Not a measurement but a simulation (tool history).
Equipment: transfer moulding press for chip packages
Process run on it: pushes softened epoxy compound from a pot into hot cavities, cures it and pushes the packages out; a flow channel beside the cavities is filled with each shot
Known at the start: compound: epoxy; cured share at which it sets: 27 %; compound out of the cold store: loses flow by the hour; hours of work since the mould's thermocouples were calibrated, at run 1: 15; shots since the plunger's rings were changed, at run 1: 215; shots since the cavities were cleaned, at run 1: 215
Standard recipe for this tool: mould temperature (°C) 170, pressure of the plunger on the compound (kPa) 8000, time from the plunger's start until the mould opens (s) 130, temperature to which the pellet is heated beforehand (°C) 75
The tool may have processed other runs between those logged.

run,hour,mould temperature (°C),pressure of the plunger on the compound (kPa),time from the plunger's start until the mould opens (s),temperature to which the pellet is heated beforehand (°C),hours of work since the mould's thermocouples were calibrated,shots since the plunger's rings were changed,shots since the cavities were cleaned,incoming compound's hours out of the cold store,length that the compound runs in the flow channel (mm),greatest force on the pins that push the packages out (N)
1,0.0,170,8000,130,75,15,215,215,18.1,668.3,426
2,59.4,170,8000,130,83,48,712,712,35.3,602.0,526
# hour 95.4: cavities cleaned with cleaning compound and waxed
3,95.4,170,7010,130,75,68,999,0,47.5,528.6,347
4,140.0,170,7010,130,75,94,1372,373,38.8,552.1,483
5,197.1,170,7010,130,75,126,1850,851,19.6,612.2,564
# hour 215.7: cavities cleaned with cleaning compound and waxed
6,251.5,170,7010,130,75,156,2291,299,15.4,626.5,469
7,298.4,170,7010,130,75,183,2683,691,25.6,589.5,527
# hour 335.4: cavities cleaned with cleaning compound and waxed
8,351.9,170,9970,130,75,212,3117,137,27.5,693.2,384
9,386.4,170,9970,130,75,232,3406,426,34.7,661.8,493
10,445.2,170,8000,130,75,266,3897,917,16.5,659.7,575
# hour 453.4: plunger's sealing rings changed
# hour 457.6: cavities cleaned with cleaning compound and waxed
11,511.7,170,8000,130,75,301,474,452,37.1,598.9,473
12,553.0,170,8000,130,75,325,819,797,26.4,636.6,553
# hour 577.6: cavities cleaned with cleaning compound and waxed
13,599.1,170,8000,130,75,350,1192,180,14.6,680.6,448
14,641.9,170,7630,130,75,374,1550,538,39.5,573.4,518
# hour 699.0: cavities cleaned with cleaning compound and waxed
15,703.3,170,7630,130,75,409,2050,36,11.2,675.5,389
16,743.7,175,7620,135,75,432,2388,374,39.8,558.5,408
17,787.4,175,7620,135,77,456,2753,739,46.0,540.1,483
# hour 819.5: cavities cleaned with cleaning compound and waxed
18,852.4,175,7620,135,77,493,3284,276,35.1,571.3,414
19,891.6,175,7620,135,77,515,3611,603,44.5,541.5,456
# hour 916.4: mould's thermocouples calibrated
# hour 936.1: plunger's sealing rings changed
# hour 945.4: cavities cleaned with cleaning compound and waxed
20,956.3,170,8400,126,70,20,157,91,33.2,629.7,415
21,1007.8,167,8110,148,69,50,587,521,37.3,610.3,488
22,1057.7,167,9700,148,69,78,1004,938,43.4,640.9,560
# hour 1066.6: cavities cleaned with cleaning compound and waxed
23,1091.8,167,9700,148,69,97,1276,210,29.8,693.0,442
24,1137.8,177,6120,130,75,123,1661,595,31.3,525.1,479
25,1180.8,177,6120,130,75,147,2019,953,36.5,506.7,500
# hour 1186.9: cavities cleaned with cleaning compound and waxed
26,1246.4,170,7560,166,80,184,2555,497,9.9,672.0,455
27,1303.1,170,8000,130,78,216,3029,971,28.3,620.6,566

3 ways to go on from here, each from the tool as it stands after run 27. What would each give?
# hour 1309.4: cavities cleaned with cleaning compound and waxed
A,1349.8,171,8960,130,75,242,3407,337,27.5,?,?
# hour 1309.4: cavities cleaned with cleaning compound and waxed
B,1349.8,170,6090,130,78,242,3407,337,40.2,?,?
# hour 1309.4: cavities cleaned with cleaning compound and waxed
C,1349.8,176,7320,130,75,242,3407,337,29.8,?,?

run,length that the compound runs in the flow channel (mm),greatest force on the pins that push the packages out (N)
A,656.1,456
B,505.3,466
C,573.8,430
The same runs, with their run-to-run variation unchanged, on a tool lacking any hidden condition would have given:
run,length that the compound runs in the flow channel (mm),greatest force on the pins that push the packages out (N)
A,671.5,340
B,517.2,347
C,587.3,322

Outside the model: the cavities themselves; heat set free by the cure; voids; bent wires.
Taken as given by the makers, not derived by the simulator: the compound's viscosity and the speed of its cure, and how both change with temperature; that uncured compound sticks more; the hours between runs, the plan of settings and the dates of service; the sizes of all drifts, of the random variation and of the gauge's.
